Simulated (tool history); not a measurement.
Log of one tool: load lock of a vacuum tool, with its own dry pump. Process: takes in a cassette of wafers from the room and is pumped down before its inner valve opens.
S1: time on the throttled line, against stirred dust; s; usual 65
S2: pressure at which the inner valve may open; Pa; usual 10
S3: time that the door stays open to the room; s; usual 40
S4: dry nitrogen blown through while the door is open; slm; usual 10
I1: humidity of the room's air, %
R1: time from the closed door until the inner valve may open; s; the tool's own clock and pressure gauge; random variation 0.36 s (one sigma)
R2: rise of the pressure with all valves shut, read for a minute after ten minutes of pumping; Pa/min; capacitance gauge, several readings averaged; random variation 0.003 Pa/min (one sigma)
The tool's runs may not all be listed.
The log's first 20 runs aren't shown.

run 21 day=132.479 | S1=65 S2=12 S3=52 S4=12 | I1=47.8 | R1=85.4 R2=0.057
run 22 day=139 | S1=65 S2=12 S3=52 S4=12 | I1=47.8 | R1=85.5 R2=0.06
run 23 day=145.533 | S1=33 S2=14 S3=40 S4=17 | I1=48 | R1=56.1 R2=0.047
run 24 day=153.196 | S1=69 S2=19 S3=174 S4=11 | I1=45.2 | R1=86.8 R2=0.086
run 25 day=157.158 | S1=65 S2=10 S3=162 S4=10 | I1=45.2 | R1=85.6 R2=0.09
run 26 day=161.533 | S1=65 S2=10 S3=162 S4=10 | I1=46 | R1=86.3 R2=0.09
run 27 day=168.95 | S1=65 S2=8 S3=47 S4=10 | I1=45.7 | R1=86.4 R2=0.047
-- day=173.775 door's seal changed, seat wiped
run 28 day=176.946 | S1=65 S2=10 S3=113 S4=9 | I1=43.5 | R1=85.3 R2=0.08
run 29 day=185.562 | S1=65 S2=10 S3=113 S4=9 | I1=44.7 | R1=86.3 R2=0.078
run 30 day=192.042 | S1=65 S2=10 S3=113 S4=9 | I1=46.3 | R1=85.6 R2=0.075
run 31 day=196.008 | S1=65 S2=8 S3=236 S4=9 | I1=44.2 | R1=87.1 R2=0.106
run 32 day=203.521 | S1=65 S2=8 S3=236 S4=9 | I1=41.5 | R1=86 R2=0.097
run 33 day=211.679 | S1=65 S2=8 S3=236 S4=9 | I1=44 | R1=86.5 R2=0.101
run 34 day=215.529 | S1=93 S2=13 S3=83 S4=5 | I1=43.9 | R1=111 R2=0.065

Forecast each of these 5 alternatives for the next run:
run A day=221.038 | S1=94 S2=20 S3=40 S4=10 | I1=46.8 | R1=? R2=?
run B day=221.038 | S1=110 S2=13 S3=83 S4=5 | I1=45 | R1=? R2=?
run C day=221.038 | S1=52 S2=13 S3=27 S4=5 | I1=45.4 | R1=? R2=?
run D day=221.038 | S1=65 S2=8 S3=26 S4=5 | I1=44.4 | R1=? R2=?
run E day=221.038 | S1=48 S2=13 S3=26 S4=4 | I1=46.6 | R1=? R2=?

run=A R1=109.7 R2=0.051
run=B R1=125.8 R2=0.074
run=C R1=73.2 R2=0.041
run=D R1=86.9 R2=0.039
run=E R1=69 R2=0.046
Without the tool's hidden state the same runs would have given:
run=A R1=109.7 R2=0.051
run=B R1=125.8 R2=0.074
run=C R1=73.2 R2=0.041
run=D R1=86.9 R2=0.039
run=E R1=69 R2=0.046
